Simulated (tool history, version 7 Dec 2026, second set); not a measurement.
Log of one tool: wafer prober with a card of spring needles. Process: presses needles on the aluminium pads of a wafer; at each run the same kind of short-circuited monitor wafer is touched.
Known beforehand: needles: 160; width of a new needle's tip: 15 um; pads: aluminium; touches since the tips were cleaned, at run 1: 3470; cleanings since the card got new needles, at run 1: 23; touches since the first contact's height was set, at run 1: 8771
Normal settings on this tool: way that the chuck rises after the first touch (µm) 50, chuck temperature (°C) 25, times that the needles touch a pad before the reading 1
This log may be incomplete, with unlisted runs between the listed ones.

| run | hour | way that the chuck rises after the first touch (µm) | chuck temperature (°C) | times that the needles touch a pad before the reading | touches since the tips were cleaned | cleanings since the card got new needles | touches since the first contact's height was set | resistance of one needle with its contact and lead (mohm) | way that a needle slides on the pad (µm) |
|---|---|---|---|---|---|---|---|---|---|
| 1 | 0 | 50 | 25 | 1 | 3470 | 23 | 8771 | 404 | 8.55 |
|  | 3 | tips cleaned on abrasive film |
| 2 | 14.5 | 50 | 25 | 1 | 3716 | 24 | 13438 | 451 | 8.54 |
|  | 17.3 | tips cleaned on abrasive film |
| 3 | 28.8 | 50 | 25 | 1 | 3715 | 25 | 18039 | 414 | 8.53 |
|  | 30.9 | tips cleaned on abrasive film |
| 4 | 43.7 | 50 | 25 | 1 | 4130 | 26 | 22828 | 422 | 8.57 |
|  | 44.5 | tips cleaned on abrasive film |
| 5 | 50.6 | 50 | 25 | 1 | 1977 | 27 | 25049 | 378 | 8.54 |
|  | 58.8 | tips cleaned on abrasive film |
|  | 59.6 | tips cleaned on abrasive film, once more |
| 6 | 64.3 | 50 | 25 | 1 | 1554 | 29 | 29436 | 354 | 8.5 |
|  | 73 | tips cleaned on abrasive film |
| 7 | 73.9 | 50 | 94 | 1 | 291 | 30 | 32491 | 307 | 8.53 |
| 8 | 84.1 | 50 | 25 | 1 | 3601 | 30 | 35801 | 416 | 8.48 |
|  | 86.7 | tips cleaned on abrasive film |
| 9 | 97.4 | 50 | 25 | 1 | 3467 | 31 | 40100 | 417 | 8.49 |
|  | 101.2 | tips cleaned on abrasive film |
| 10 | 104.8 | 50 | 86 | 1 | 1159 | 32 | 42443 | 356 | 8.5 |
| 11 | 111.9 | 50 | 86 | 1 | 3476 | 32 | 44760 | 418 | 8.52 |

Run 12 is up next; what results do you expect?
|  | 114.8 | tips cleaned on abrasive film |
| 12 | 125.9 | 39 | 49 | 1 | 3594 | 33 | 49257 | ? | ? |

{"run 12": {"resistance of one needle with its contact and lead (mohm)": 508, "way that a needle slides on the pad (µm)": 6.61}}
With the hidden condition absent and the run-to-run variation left alone, this run would have shown resistance of one needle with its contact and lead (mohm) 265, way that a needle slides on the pad (µm) 6.7.
